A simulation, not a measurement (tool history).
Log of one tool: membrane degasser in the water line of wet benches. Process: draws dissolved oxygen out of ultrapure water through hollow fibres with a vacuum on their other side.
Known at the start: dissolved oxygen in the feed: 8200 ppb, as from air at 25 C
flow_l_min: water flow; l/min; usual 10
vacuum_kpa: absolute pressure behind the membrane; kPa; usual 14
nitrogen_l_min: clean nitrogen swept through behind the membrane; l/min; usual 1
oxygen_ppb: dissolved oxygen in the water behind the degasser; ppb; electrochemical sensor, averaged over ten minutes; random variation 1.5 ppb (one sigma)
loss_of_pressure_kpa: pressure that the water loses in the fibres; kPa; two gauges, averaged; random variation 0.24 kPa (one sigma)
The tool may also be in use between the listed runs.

| run | day | flow_l_min | vacuum_kpa | nitrogen_l_min | oxygen_ppb | loss_of_pressure_kpa |
|---|---|---|---|---|---|---|
| 1 | 0 | 10 | 14 | 1 | 268.2 | 62.64 |
| 2 | 3.888 | 10 | 14 | 1 | 263.8 | 62.31 |
| 3 | 5.917 | 10 | 14 | 0.48 | 492.1 | 62.08 |
| 4 | 8.533 | 10 | 14 | 0.48 | 493 | 62.4 |
| 5 | 10.771 | 10 | 14 | 0.48 | 497.6 | 62.33 |
| 6 | 12.633 | 10 | 14 | 0.48 | 493.5 | 62.49 |
| 7 | 16.021 | 10 | 14 | 1 | 267.3 | 62.54 |
| 8 | 19.317 | 9 | 14 | 1 | 239.2 | 56.01 |
| 9 | 21.229 | 10 | 14 | 1 | 268.8 | 62.5 |
| 10 | 23.6 | 10 | 14 | 1 | 269.1 | 62.35 |
| 11 | 26.683 | 10 | 14 | 1 | 267.3 | 61.95 |
| 12 | 28.854 | 12 | 14 | 1 | 330.9 | 74.76 |
| 13 | 31.65 | 10 | 14 | 1 | 271 | 62.35 |
| 14 | 34.904 | 10 | 15.6 | 1 | 303.9 | 62.41 |
| 15 | 37.317 | 7 | 15.6 | 1 | 214 | 43.58 |
| 16 | 39.171 | 13 | 14 | 1 | 357.7 | 81.15 |
| 17 | 41.867 | 10 | 17.7 | 2.09 | 185.8 | 62.11 |
| 18 | 44.079 | 10 | 17 | 1.53 | 231 | 62.03 |
| 19 | 47.675 | 10 | 17 | 1.53 | 230.8 | 62.29 |
| 20 | 51.204 | 7 | 24.9 | 1.96 | 197.1 | 43.81 |
| 21 | 54.592 | 7 | 24.9 | 1.96 | 197.5 | 43.56 |
| 22 | 56.65 | 7 | 12.4 | 0.58 | 264 | 44.03 |
| 23 | 60.012 | 8 | 12.4 | 0.78 | 229.6 | 49.84 |
| 24 | 63.85 | 10 | 29.6 | 1.74 | 379.7 | 62.55 |
| 25 | 65.725 | 10 | 19.4 | 1 | 401.3 | 62.85 |
| 26 | 68.042 | 16 | 14 | 0.51 | 738.3 | 99.39 |
| 27 | 70.458 | 9 | 30.1 | 2.84 | 221.6 | 56.41 |
| 28 | 73.046 | 11 | 19.2 | 0.98 | 434.5 | 68.23 |
| 29 | 75.117 | 6 | 27.1 | 0.67 | 508.2 | 37.57 |
| 30 | 77.462 | 10 | 8.6 | 0.67 | 202.6 | 62.39 |
| 31 | 80.571 | 9 | 14 | 0.91 | 264.7 | 56.74 |

3 ways to go on from here, each from the tool as it stands after run 31. What would each give?
| A | 83.708 | 10 | 23.5 | 1 | ? | ? |
| B | 83.708 | 9 | 14 | 1.86 | ? | ? |
| C | 83.708 | 8 | 10.2 | 1 | ? | ? |

| run | oxygen_ppb | loss_of_pressure_kpa |
|---|---|---|
| A | 477.5 | 62.69 |
| B | 139.6 | 55.8 |
| C | 144.1 | 50.1 |
Without the tool's hidden state the same runs would have given:
| run | oxygen_ppb | loss_of_pressure_kpa |
|---|---|---|
| A | 462.3 | 61.81 |
| B | 133.3 | 55.01 |
| C | 137.1 | 49.4 |
